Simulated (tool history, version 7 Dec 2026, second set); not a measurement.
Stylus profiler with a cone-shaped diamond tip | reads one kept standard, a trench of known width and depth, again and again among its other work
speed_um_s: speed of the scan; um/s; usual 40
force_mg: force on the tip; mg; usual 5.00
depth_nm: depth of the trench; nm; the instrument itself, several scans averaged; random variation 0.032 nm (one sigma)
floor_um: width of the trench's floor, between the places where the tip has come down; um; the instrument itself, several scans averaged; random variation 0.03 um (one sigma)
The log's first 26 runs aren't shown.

{"run": 27, "hour": 2371.2, "speed_um_s": 96, "force_mg": 6.53, "depth_nm": 102.42, "floor_um": 48.53}
{"run": 28, "hour": 2484.1, "speed_um_s": 91, "force_mg": 4.78, "depth_nm": 101.9, "floor_um": 48.5}
{"run": 29, "hour": 2598.2, "speed_um_s": 17, "force_mg": 5.37, "depth_nm": 102.01, "floor_um": 48.73}
{"run": 30, "hour": 2701.3, "speed_um_s": 111, "force_mg": 2.03, "depth_nm": 101.06, "floor_um": 48.15}
{"run": 31, "hour": 2763.5, "speed_um_s": 18, "force_mg": 12.08, "depth_nm": 103.58, "floor_um": 48.7}
{"run": 32, "hour": 2844.9, "speed_um_s": 18, "force_mg": 12.08, "depth_nm": 103.55, "floor_um": 48.71}
{"run": 33, "hour": 2920.7, "speed_um_s": 18, "force_mg": 12.08, "depth_nm": 103.56, "floor_um": 48.69}
{"run": 34, "hour": 2982.0, "speed_um_s": 18, "force_mg": 12.08, "depth_nm": 103.56, "floor_um": 48.71}
{"run": 35, "hour": 3038.4, "speed_um_s": 144, "force_mg": 7.54, "depth_nm": 102.58, "floor_um": 48.39}
{"run": 36, "hour": 3140.9, "speed_um_s": 37, "force_mg": 10.81, "depth_nm": 103.28, "floor_um": 48.66}
{"run": 37, "hour": 3226.7, "speed_um_s": 40, "force_mg": 9.45, "depth_nm": 103.06, "floor_um": 48.65}
{"run": 38, "hour": 3308.6, "speed_um_s": 40, "force_mg": 9.45, "depth_nm": 103.01, "floor_um": 48.63}
{"run": 39, "hour": 3379.5, "speed_um_s": 40, "force_mg": 9.45, "depth_nm": 103.04, "floor_um": 48.69}
{"run": 40, "hour": 3468.7, "speed_um_s": 40, "force_mg": 9.45, "depth_nm": 103.04, "floor_um": 48.59}
{"run": 41, "hour": 3576.2, "speed_um_s": 40, "force_mg": 9.45, "depth_nm": 103.05, "floor_um": 48.65}
{"run": 42, "hour": 3649.2, "speed_um_s": 15, "force_mg": 3.91, "depth_nm": 101.68, "floor_um": 48.66}
{"run": 43, "hour": 3732.3, "speed_um_s": 15, "force_mg": 3.91, "depth_nm": 101.68, "floor_um": 48.66}
{"run": 44, "hour": 3806.4, "speed_um_s": 15, "force_mg": 3.91, "depth_nm": 101.68, "floor_um": 48.7}
{"run": 45, "hour": 3865.3, "speed_um_s": 60, "force_mg": 3.57, "depth_nm": 101.58, "floor_um": 48.57}

Forecast each of these 5 alternatives for the next run:
{"run": "A", "hour": 3984.1, "speed_um_s": 40, "force_mg": 3.01, "depth_nm": "?", "floor_um": "?"}
{"run": "B", "hour": 3984.1, "speed_um_s": 145, "force_mg": 5.0, "depth_nm": "?", "floor_um": "?"}
{"run": "C", "hour": 3984.1, "speed_um_s": 86, "force_mg": 6.23, "depth_nm": "?", "floor_um": "?"}
{"run": "D", "hour": 3984.1, "speed_um_s": 16, "force_mg": 4.23, "depth_nm": "?", "floor_um": "?"}
{"run": "E", "hour": 3984.1, "speed_um_s": 123, "force_mg": 14.02, "depth_nm": "?", "floor_um": "?"}

run=A depth_nm=101.45 floor_um=48.62
run=B depth_nm=101.93 floor_um=48.26
run=C depth_nm=102.27 floor_um=48.49
run=D depth_nm=101.75 floor_um=48.68
run=E depth_nm=103.95 floor_um=48.46
Without the tool's hidden state the same runs would have given:
run=A depth_nm=101.44 floor_um=48.63
run=B depth_nm=101.92 floor_um=48.27
run=C depth_nm=102.26 floor_um=48.50
run=D depth_nm=101.74 floor_um=48.70
run=E depth_nm=103.94 floor_um=48.47
